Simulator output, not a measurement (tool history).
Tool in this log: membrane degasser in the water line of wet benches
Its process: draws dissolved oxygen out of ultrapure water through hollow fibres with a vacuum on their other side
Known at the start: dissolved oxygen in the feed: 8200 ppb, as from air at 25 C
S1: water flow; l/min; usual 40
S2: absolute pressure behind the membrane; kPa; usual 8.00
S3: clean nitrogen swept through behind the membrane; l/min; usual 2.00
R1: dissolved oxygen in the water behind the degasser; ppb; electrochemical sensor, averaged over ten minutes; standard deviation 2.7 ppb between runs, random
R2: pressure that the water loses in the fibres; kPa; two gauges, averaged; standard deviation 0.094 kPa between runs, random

Run 1, day 0.000: usual settings. Result: R1 294.4 ppb, R2 26.95 kPa.
Run 2, day 2.779: usual settings. Result: R1 291.7 ppb, R2 26.60 kPa.
Run 3, day 5.296: usual settings. Result: R1 287.4 ppb, R2 26.90 kPa.
Run 4, day 6.904: usual settings. Result: R1 291.9 ppb, R2 26.82 kPa.
Run 5, day 10.029: usual settings. Result: R1 293.8 ppb, R2 26.92 kPa.
Run 6, day 12.983: usual settings but S1 35 l/min. Result: R1 251.1 ppb, R2 23.45 kPa.
Run 7, day 15.583: usual settings but S2 8.83 kPa. Result: R1 318.6 ppb, R2 26.95 kPa.
Run 8, day 18.488: usual settings but S2 8.83 kPa. Result: R1 328.5 ppb, R2 26.78 kPa.
Run 9, day 21.317: usual settings but S2 8.83 kPa. Result: R1 332.8 ppb, R2 26.87 kPa.
At day 21.504: vacuum gauge calibrated.
Run 10, day 22.888: usual settings but S3 3.54 l/min. Result: R1 209.5 ppb, R2 26.78 kPa.
Run 11, day 25.179: usual settings but S3 3.54 l/min. Result: R1 209.6 ppb, R2 27.04 kPa.
Run 12, day 27.767: usual settings but S3 2.77 l/min. Result: R1 242.4 ppb, R2 26.71 kPa.
Run 13, day 30.204: usual settings but S3 2.77 l/min. Result: R1 241.6 ppb, R2 26.91 kPa.
At day 31.517: vacuum gauge calibrated, once more.
Run 14, day 31.967: usual settings but S1 26 l/min. Result: R1 175.0 ppb, R2 17.40 kPa.
Run 15, day 35.129: usual settings. Result: R1 278.6 ppb, R2 26.88 kPa.
Run 16, day 38.675: usual settings. Result: R1 281.3 ppb, R2 27.09 kPa.
Run 17, day 41.912: usual settings but S1 43 l/min, S2 9.63 kPa. Result: R1 371.4 ppb, R2 28.97 kPa.
Run 18, day 43.700: usual settings but S2 7.89 kPa, S3 2.28 l/min. Result: R1 253.0 ppb, R2 27.09 kPa.
At day 44.246: seals of the vacuum lines changed.
Run 19, day 46.921: usual settings but S1 29 l/min, S2 4.97 kPa. Result: R1 96.8 ppb, R2 19.42 kPa.
Run 20, day 50.088: usual settings but S1 46 l/min, S2 15.76 kPa, S3 0.85 l/min. Result: R1 1215.4 ppb, R2 30.86 kPa.
Run 21, day 52.642: usual settings but S1 46 l/min, S2 15.76 kPa, S3 0.85 l/min. Result: R1 1215.7 ppb, R2 31.17 kPa.
Run 22, day 54.592: usual settings but S1 54 l/min, S2 15.76 kPa, S3 0.85 l/min. Result: R1 1373.9 ppb, R2 36.39 kPa.
Run 23, day 56.521: usual settings but S1 54 l/min, S2 15.76 kPa, S3 0.85 l/min. Result: R1 1358.3 ppb, R2 36.51 kPa.
Run 24, day 58.542: usual settings but S1 54 l/min, S2 15.76 kPa, S3 0.85 l/min. Result: R1 1341.6 ppb, R2 36.42 kPa.
Run 25, day 61.658: usual settings but S1 53 l/min, S2 14.62 kPa. Result: R1 714.2 ppb, R2 35.84 kPa.
Run 26, day 64.212: usual settings but S1 53 l/min, S2 14.62 kPa. Result: R1 725.4 ppb, R2 35.96 kPa.
Run 27, day 66.433: usual settings but S1 53 l/min, S2 14.62 kPa. Result: R1 725.8 ppb, R2 35.72 kPa.
Run 28, day 68.575: usual settings but S1 54 l/min, S2 14.05 kPa, S3 0.91 l/min. Result: R1 1141.4 ppb, R2 36.54 kPa.
Run 29, day 71.525: usual settings but S1 34 l/min, S2 14.05 kPa, S3 5.31 l/min. Result: R1 218.4 ppb, R2 22.92 kPa.
Run 30, day 73.771: usual settings but S1 34 l/min, S2 14.05 kPa, S3 5.31 l/min. Result: R1 217.9 ppb, R2 22.98 kPa.
Run 31, day 75.446: usual settings but S1 29 l/min, S2 10.08 kPa, S3 4.02 l/min. Result: R1 160.0 ppb, R2 19.76 kPa.

Each row is a separate what-if for the run after 31, all from the same tool condition, not one after another. Results?
Run A, day 78.075: usual settings but S1 64 l/min, S2 6.81 kPa, S3 5.33 l/min. Result: R1 ?, R2 ?.
Run B, day 78.075: usual settings but S1 24 l/min, S2 8.70 kPa, S3 4.19 l/min. Result: R1 ?, R2 ?.
Run C, day 78.075: usual settings but S3 2.25 l/min. Result: R1 ?, R2 ?.

run     R1     R2
  A  263.2  43.29
  B  103.4  16.22
  C  260.8  27.21
With no hidden state in the tool, these same runs would have given:
run     R1     R2
  A  248.8  42.41
  B   99.4  15.89
  C  251.5  26.66

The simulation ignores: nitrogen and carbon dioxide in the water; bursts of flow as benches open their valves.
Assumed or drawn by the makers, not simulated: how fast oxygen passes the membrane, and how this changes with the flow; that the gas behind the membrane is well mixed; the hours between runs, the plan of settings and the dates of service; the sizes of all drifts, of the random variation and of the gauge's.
